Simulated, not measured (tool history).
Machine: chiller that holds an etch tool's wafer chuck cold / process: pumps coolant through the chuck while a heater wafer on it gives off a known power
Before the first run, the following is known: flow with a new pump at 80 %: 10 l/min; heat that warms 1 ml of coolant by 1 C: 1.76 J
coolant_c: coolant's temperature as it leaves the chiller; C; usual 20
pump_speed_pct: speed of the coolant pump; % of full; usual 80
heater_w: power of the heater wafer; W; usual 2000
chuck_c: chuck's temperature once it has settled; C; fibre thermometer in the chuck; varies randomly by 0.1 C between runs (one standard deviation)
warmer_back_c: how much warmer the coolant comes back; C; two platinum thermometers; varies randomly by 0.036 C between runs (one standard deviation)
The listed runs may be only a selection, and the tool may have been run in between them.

| run | hour | coolant_c | pump_speed_pct | heater_w | chuck_c | warmer_back_c |
|---|---|---|---|---|---|---|
| 1 | 0.0 | 20 | 80 | 2000 | 42.8 | 6.96 |
| 2 | 76.0 | 20 | 80 | 2000 | 42.7 | 6.85 |
| 3 | 114.0 | 20 | 80 | 2000 | 42.8 | 7.01 |
| 4 | 164.4 | 12 | 80 | 2000 | 34.8 | 6.90 |
| 5 | 232.9 | 20 | 80 | 2000 | 42.8 | 6.93 |
| 6 | 298.0 | 20 | 80 | 2000 | 43.0 | 6.86 |
| 7 | 364.4 | 20 | 80 | 2000 | 43.0 | 6.88 |
| 8 | 436.8 | 18 | 80 | 2000 | 41.0 | 6.93 |
| 9 | 487.3 | 17 | 80 | 2000 | 40.1 | 6.89 |
|  | 494.5 | chiller's thermometer calibrated |
| 10 | 545.7 | 17 | 80 | 2000 | 40.1 | 6.98 |
| 11 | 602.8 | 20 | 80 | 2000 | 43.1 | 7.06 |
| 12 | 677.5 | 19 | 80 | 2000 | 42.1 | 6.93 |
| 13 | 728.6 | 27 | 80 | 2000 | 50.2 | 6.99 |
| 14 | 779.0 | 28 | 66 | 2000 | 54.6 | 8.43 |
|  | 811.1 | coolant changed, channels flushed |
|  | 818.1 | chiller's thermometer calibrated, once more |
| 15 | 841.4 | 19 | 78 | 2000 | 40.4 | 7.20 |
| 16 | 909.1 | 20 | 95 | 1833 | 37.3 | 5.36 |
| 17 | 944.9 | 26 | 97 | 1288 | 37.7 | 3.70 |
| 18 | 981.6 | 26 | 97 | 1288 | 38.1 | 3.68 |
| 19 | 1031.8 | 12 | 71 | 1289 | 26.7 | 5.11 |
| 20 | 1082.8 | 12 | 71 | 1289 | 26.8 | 4.98 |

Run 21 comes next. What will it give?
| 21 | 1131.1 | 26 | 71 | 1289 | ? | ? |

Run 21 gave chuck_c 40.7 C, warmer_back_c 5.13 C.
Were there no unlogged condition in the tool, this run, its random variation unchanged, would have produced chuck_c 40.5 C, warmer_back_c 5.00 C.

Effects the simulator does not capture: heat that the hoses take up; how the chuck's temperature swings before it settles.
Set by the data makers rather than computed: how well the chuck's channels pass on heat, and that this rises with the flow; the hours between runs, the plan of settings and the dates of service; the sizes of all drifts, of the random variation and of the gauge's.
